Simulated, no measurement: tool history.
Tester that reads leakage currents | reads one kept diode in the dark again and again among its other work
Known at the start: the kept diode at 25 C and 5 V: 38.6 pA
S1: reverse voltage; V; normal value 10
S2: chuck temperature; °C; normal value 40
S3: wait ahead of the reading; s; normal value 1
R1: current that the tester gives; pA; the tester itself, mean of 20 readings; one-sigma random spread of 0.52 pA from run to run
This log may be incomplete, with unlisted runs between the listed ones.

| run | hour | S1 | S2 | S3 | R1 |
|---|---|---|---|---|---|
| 1 | 0 | 10 | 40 | 1 | 171.51 |
| 2 | 45 | 10 | 40 | 0.43 | 173.27 |
| 3 | 130 | 10 | 40 | 0.43 | 173.35 |
| 4 | 205.7 | 10 | 40 | 1 | 170.88 |
| 5 | 306.9 | 10 | 40 | 1 | 171.51 |
| 6 | 363 | 10 | 40 | 2.39 | 171.39 |
| 7 | 405.4 | 10 | 40 | 2.39 | 170.93 |
| 8 | 468.8 | 10 | 23 | 0.99 | 46.49 |
| 9 | 520.6 | 4.8 | 35 | 0.78 | 84.24 |
| 10 | 564.3 | 4.8 | 35 | 0.78 | 84.39 |
| 11 | 617.4 | 3.4 | 35 | 6.07 | 71.23 |

Predict each of these 5 candidate next runs independently; none follows another, all start after run 11:
| A | 719.6 | 12.3 | 22 | 6.07 | ? |
| B | 719.6 | 5.9 | 30 | 2.7 | ? |
| C | 719.6 | 10 | 38 | 5.97 | ? |
| D | 719.6 | 1.7 | 40 | 3.79 | ? |
| E | 719.6 | 1.4 | 21 | 2.52 | ? |

| run | R1 |
|---|---|
| A | 46.13 |
| B | 62.62 |
| C | 146.86 |
| D | 75.5 |
| E | 15.69 |
Stripped of hidden state, with their random variation kept, the same runs would have yielded:
| run | R1 |
|---|---|
| A | 46.11 |
| B | 62.61 |
| C | 146.84 |
| D | 75.49 |
| E | 15.68 |
